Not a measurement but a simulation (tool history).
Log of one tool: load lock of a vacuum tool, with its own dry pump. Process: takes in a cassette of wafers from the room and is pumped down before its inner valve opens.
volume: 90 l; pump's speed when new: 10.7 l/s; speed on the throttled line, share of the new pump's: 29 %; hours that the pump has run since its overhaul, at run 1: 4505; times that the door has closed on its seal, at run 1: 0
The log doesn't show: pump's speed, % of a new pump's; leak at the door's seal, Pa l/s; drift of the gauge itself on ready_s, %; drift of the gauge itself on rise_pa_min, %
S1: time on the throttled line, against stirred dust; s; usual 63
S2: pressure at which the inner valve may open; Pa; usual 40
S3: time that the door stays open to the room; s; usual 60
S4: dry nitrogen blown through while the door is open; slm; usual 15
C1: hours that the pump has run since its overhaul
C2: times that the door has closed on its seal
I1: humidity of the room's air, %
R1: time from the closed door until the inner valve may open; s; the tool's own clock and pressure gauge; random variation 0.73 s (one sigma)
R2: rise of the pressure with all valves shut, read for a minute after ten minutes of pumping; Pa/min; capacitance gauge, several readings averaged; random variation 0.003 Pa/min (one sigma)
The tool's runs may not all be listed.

run	hour	S1	S2	S3	S4	C1	C2	I1	R1	R2
1	0.0	63	40	60	15	4505	0	46.4	115.5	0.044
2	226.8	63	40	60	15	4732	829	46.6	115.8	0.048
3	660.3	63	40	60	15	5165	2412	45.9	116.2	0.060
4	945.2	63	40	60	5	5450	3452	47.1	117.5	0.079
5	1366.5	63	40	60	15	5871	4991	41.6	118.7	0.073
6	1693.6	99	40	60	15	6198	6185	44.8	141.6	0.086
7	2103.4	63	46	60	15	6608	7682	47.3	118.6	0.099
8	2527.1	63	46	60	15	7032	9229	45.1	118.6	0.122
9	2799.0	63	46	60	15	7304	10222	42.6	119.9	0.123
10	3067.0	63	46	60	15	7572	11200	44.8	118.8	0.146
11	3369.5	63	40	60	15	7874	12305	43.7	121.7	0.157
12	3565.5	63	40	137	15	8070	13021	44.0	122.1	0.197
13	3827.4	63	40	60	8	8332	13977	47.9	122.9	0.195
14	4270.9	63	40	27	15	8776	15597	46.0	121.9	0.192
15	4642.7	63	40	27	15	9147	16954	45.4	122.9	0.219
16	4848.2	63	40	27	15	9353	17705	44.4	123.9	0.233
17	5164.1	63	40	27	15	9669	18859	40.6	123.7	0.250
18	5417.8	63	40	27	15	9923	19785	45.7	124.0	0.278
# hour 5795.7: dry pump taken out, an overhauled one fitted
19	5884.0	83	40	60	15	88	21466	45.8	126.2	0.327
# hour 5952.4: door's seal changed, seat wiped
20	6198.9	83	40	60	15	402	900	44.6	126.2	0.046
21	6668.3	34	40	150	15	871	2614	45.9	91.7	0.098
22	7064.0	34	40	150	15	1267	4059	45.5	94.0	0.110
23	7297.2	34	40	150	15	1500	4910	45.0	91.4	0.112
24	7598.3	84	40	60	5	1801	6010	44.4	127.8	0.093
25	7811.4	65	46	158	15	2014	6788	41.4	113.6	0.127
26	8213.1	65	55	158	15	2416	8255	45.9	112.6	0.146
27	8637.5	103	59	60	15	2840	9805	44.9	138.4	0.119
28	8890.7	113	40	96	6	3094	10730	45.2	149.0	0.167
29	9273.7	97	40	38	5	3476	12128	45.7	138.5	0.152
30	9529.1	63	40	50	15	3732	13061	43.9	116.7	0.164
31	9878.6	41	40	50	15	4081	14337	44.2	102.1	0.184
32	10205.0	41	40	54	38	4408	15529	42.9	101.9	0.195
33	10539.4	61	40	60	4	4742	16750	46.4	116.7	0.249
34	10814.0	35	39	63	24	5017	17753	49.3	100.0	0.247
35	11202.5	114	49	60	15	5405	19172	45.1	150.0	0.278
36	11545.7	74	49	60	5	5749	20425	42.5	122.4	0.314
37	11742.5	74	49	36	8	5945	21143	43.5	123.3	0.314
# hour 11892.0: door's seal changed, seat wiped
38	12059.9	74	49	36	16	6261	613	44.6	123.0	0.036

Forecast each of these 3 alternatives for the next run:
A	12522.4	39	49	36	16	6724	2302	44.8	?	?
B	12522.4	123	49	98	16	6724	2302	47.0	?	?
C	12522.4	57	67	25	16	6724	2302	45.4	?	?

run	R1	R2
A	103.1	0.042
B	156.9	0.074
C	110.5	0.034
Without the tool's hidden state the same runs would have given:
run	R1	R2
A	93.1	0.030
B	151.6	0.062
C	102.0	0.022
